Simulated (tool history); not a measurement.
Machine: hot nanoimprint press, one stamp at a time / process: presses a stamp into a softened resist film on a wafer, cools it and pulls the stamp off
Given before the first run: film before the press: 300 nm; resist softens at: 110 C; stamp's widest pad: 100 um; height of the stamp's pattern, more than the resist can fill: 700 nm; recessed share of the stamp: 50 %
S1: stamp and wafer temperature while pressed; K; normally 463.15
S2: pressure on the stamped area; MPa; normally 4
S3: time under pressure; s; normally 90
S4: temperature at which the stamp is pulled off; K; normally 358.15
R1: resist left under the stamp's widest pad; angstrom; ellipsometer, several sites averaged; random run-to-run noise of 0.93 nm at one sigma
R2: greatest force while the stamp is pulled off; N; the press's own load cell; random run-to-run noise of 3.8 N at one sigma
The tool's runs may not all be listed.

run	hour	S1	S2	S3	S4	R1	R2
1	0	463.15	4	90	358.15	1841	187
2	18.4	463.15	4	90	358.15	1839	181
3	40.6	463.15	4	90	358.15	1827	185
4	62.1	463.15	4	90	358.15	1842	195
5	80.3	463.15	4	90	358.15	1844	200
6	99.1	463.15	4	90	358.15	1848	207
7	110.9	463.15	4	90	358.15	1854	205
# hour 130.2: plate thermocouple calibrated
8	136.8	463.15	4	90	358.15	1874	216
9	150.3	463.15	4	90	350.15	1864	232
10	170.6	463.15	4	90	358.15	1886	223
11	190.5	471.15	4	90	358.15	1500	226
12	202.9	463.15	4	90	358.15	1903	239
13	222.4	463.15	2.95	90	358.15	2064	236
# hour 235.7: plate thermocouple calibrated, once more
14	238.5	463.15	2.95	90	358.15	1971	235
15	259.1	463.15	2.95	90	358.15	1981	236
16	272.6	463.15	3.46	108	353.15	1774	250
17	298.1	463.15	3.46	108	353.15	1788	260
18	314.7	463.15	4	94	350.15	1781	265
# hour 327.5: stamp cleaned and given a new release coat
19	346.3	463.15	4	94	350.15	1778	200
20	369.6	465.15	2.9	58	346.15	2152	202
21	382.3	459.15	6.29	65	358.15	1923	196
22	398.6	460.15	3.63	65	358.15	2179	197
23	421.7	460.15	3.63	65	358.15	2217	207
24	443.6	460.15	3.63	65	358.15	2211	213
25	461.8	460.15	3.63	65	358.15	2215	213
26	479.9	460.15	3.63	65	358.15	2211	219
27	503	460.15	3.63	65	358.15	2225	230
28	519.1	460.15	3.63	65	358.15	2200	227
29	538	467.15	5.38	65	358.15	1631	235
30	558.8	467.15	3.68	65	357.15	1891	240

Branching from run 30: 4 alternative next runs. What would each branch give?
A	573.7	462.15	3.68	170	357.15	?	?
B	573.7	463.15	4.1	90	358.15	?	?
C	573.7	464.15	5.79	62	358.15	?	?
D	573.7	467.15	3.67	65	353.15	?	?

run	R1	R2
A	1608	245
B	1837	242
C	1804	239
D	1899	242
Without the tool's hidden state the same runs would have given:
run	R1	R2
A	1529	186
B	1753	184
C	1699	182
D	1822	184

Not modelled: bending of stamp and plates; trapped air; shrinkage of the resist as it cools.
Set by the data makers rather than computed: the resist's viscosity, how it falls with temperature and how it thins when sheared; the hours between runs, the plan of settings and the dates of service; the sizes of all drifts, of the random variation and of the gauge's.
